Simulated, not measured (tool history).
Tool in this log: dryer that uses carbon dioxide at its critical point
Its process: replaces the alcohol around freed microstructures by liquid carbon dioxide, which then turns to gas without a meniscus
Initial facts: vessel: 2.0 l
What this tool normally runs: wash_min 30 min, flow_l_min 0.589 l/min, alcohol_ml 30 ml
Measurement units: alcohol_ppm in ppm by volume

run	hour	wash_min	flow_l_min	alcohol_ml	alcohol_ppm
1	0.0	30	0.589	30	62
2	27.0	37	0.589	30	58
3	66.6	37	0.589	30	64
4	115.9	37	0.589	30	76
5	161.8	37	0.589	30	68
6	211.7	19	0.589	30	192
7	238.7	30	0.589	109	115
8	267.5	20	0.589	30	167
9	296.9	20	0.589	30	180
10	320.9	20	0.589	30	185
11	349.6	20	0.589	45	235
12	395.1	30	0.564	30	101
13	415.7	30	0.564	30	122
14	455.9	30	0.589	30	109
# hour 495.5: purifier's bed changed
15	507.5	30	0.589	30	13
16	555.9	46	0.589	30	15
17	600.5	46	0.589	30	11
18	629.6	46	0.589	30	17
19	652.6	30	0.384	45	248
# hour 671.1: inlet filter changed
20	687.0	38	0.609	52	21
21	713.7	25	0.609	52	35
22	735.1	32	0.589	35	20
23	761.5	32	0.589	35	29
24	811.6	32	0.589	35	32
25	855.9	28	0.433	116	254

Forecast run 26:
26	905.5	30	0.462	22	?

Run 26 produced alcohol_ppm 57 ppm by volume.
Had the tool carried no hidden state, the very same run would have given alcohol_ppm 17 ppm by volume.

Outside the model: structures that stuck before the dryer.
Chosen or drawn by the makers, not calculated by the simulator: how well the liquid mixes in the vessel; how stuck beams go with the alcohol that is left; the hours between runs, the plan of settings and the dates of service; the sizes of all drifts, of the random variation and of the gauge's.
